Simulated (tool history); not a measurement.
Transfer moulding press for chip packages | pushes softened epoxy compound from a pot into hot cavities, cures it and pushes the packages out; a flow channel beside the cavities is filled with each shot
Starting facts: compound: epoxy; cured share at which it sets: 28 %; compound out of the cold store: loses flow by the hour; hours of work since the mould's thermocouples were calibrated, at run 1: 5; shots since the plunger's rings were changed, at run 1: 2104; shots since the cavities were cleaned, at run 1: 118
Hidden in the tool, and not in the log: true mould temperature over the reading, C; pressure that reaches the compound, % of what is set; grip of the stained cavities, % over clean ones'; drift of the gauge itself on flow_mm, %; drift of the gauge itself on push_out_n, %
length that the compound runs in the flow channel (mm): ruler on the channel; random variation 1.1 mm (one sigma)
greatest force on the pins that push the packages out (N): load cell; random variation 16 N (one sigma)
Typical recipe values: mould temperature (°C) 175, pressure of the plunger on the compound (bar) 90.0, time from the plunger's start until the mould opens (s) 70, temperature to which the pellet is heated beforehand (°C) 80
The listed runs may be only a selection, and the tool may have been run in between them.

run	hour	mould temperature (°C)	pressure of the plunger on the compound (bar)	time from the plunger's start until the mould opens (s)	temperature to which the pellet is heated beforehand (°C)	hours of work since the mould's thermocouples were calibrated	shots since the plunger's rings were changed	shots since the cavities were cleaned	incoming compound's hours out of the cold store	length that the compound runs in the flow channel (mm)	greatest force on the pins that push the packages out (N)
1	0.0	175	90.0	70	80	5	2104	118	27.5	760	750
# hour 41.6: cavities cleaned with cleaning compound and waxed
# hour 59.8: plunger's sealing rings changed
2	62.0	175	90.0	70	80	44	37	308	28.2	759	730
# hour 92.7: cavities cleaned with cleaning compound and waxed
3	111.5	175	90.0	70	80	77	863	324	16.6	793	753
# hour 141.4: cavities cleaned with cleaning compound and waxed
4	165.4	175	78.0	70	80	113	1764	413	40.8	672	695
# hour 190.3: cavities cleaned with cleaning compound and waxed
5	224.9	175	78.0	70	80	152	2761	595	21.3	725	760
# hour 239.7: cavities cleaned with cleaning compound and waxed
# hour 245.5: plunger's sealing rings changed
6	280.9	175	90.0	70	90	187	611	666	14.1	798	738
# hour 290.4: cavities cleaned with cleaning compound and waxed
7	322.9	175	90.0	70	80	215	1307	560	47.2	705	707
# hour 340.1: cavities cleaned with cleaning compound and waxed
8	365.7	175	90.0	70	80	243	2017	440	37.6	732	721
# hour 392.0: cavities cleaned with cleaning compound and waxed
# hour 428.6: plunger's sealing rings changed
9	428.6	175	90.0	68	80	283	0	586	31.9	749	825
# hour 443.8: cavities cleaned with cleaning compound and waxed
10	458.4	175	74.6	70	80	303	487	251	10.7	740	787
# hour 494.4: cavities cleaned with cleaning compound and waxed
11	514.0	182	90.0	70	80	339	1419	338	41.0	702	483
# hour 543.4: cavities cleaned with cleaning compound and waxed
12	552.9	175	90.0	70	80	365	2061	164	26.9	762	737
# hour 592.3: cavities cleaned with cleaning compound and waxed
13	592.8	175	90.0	70	80	391	2722	9	37.0	731	714
# hour 615.4: plunger's sealing rings changed
14	633.1	167	70.4	70	80	417	304	659	12.7	741	1479
# hour 643.3: cavities cleaned with cleaning compound and waxed
# hour 670.3: mould's thermocouples calibrated
15	679.9	167	70.4	70	80	7	1049	595	28.9	698	1372
# hour 693.0: cavities cleaned with cleaning compound and waxed
16	734.2	167	70.4	70	80	42	1957	709	11.7	747	1468
# hour 741.2: cavities cleaned with cleaning compound and waxed
17	759.7	167	70.4	70	80	59	2369	318	23.5	711	1386
18	783.7	181	90.0	70	82	75	2783	732	29.0	737	514
# hour 789.5: cavities cleaned with cleaning compound and waxed
# hour 804.3: plunger's sealing rings changed
# hour 840.7: cavities cleaned with cleaning compound and waxed
19	840.7	175	90.0	89	72	110	601	0	41.1	724	472

What does the tool deliver on the next run?
20	875.8	175	90.0	89	72	134	1204	603	9.1	?	?

For run 20 the tool returned length that the compound runs in the flow channel (mm) 818, greatest force on the pins that push the packages out (N) 508.
Minus the tool's unlogged condition, the same run would have read length that the compound runs in the flow channel (mm) 818, greatest force on the pins that push the packages out (N) 500.

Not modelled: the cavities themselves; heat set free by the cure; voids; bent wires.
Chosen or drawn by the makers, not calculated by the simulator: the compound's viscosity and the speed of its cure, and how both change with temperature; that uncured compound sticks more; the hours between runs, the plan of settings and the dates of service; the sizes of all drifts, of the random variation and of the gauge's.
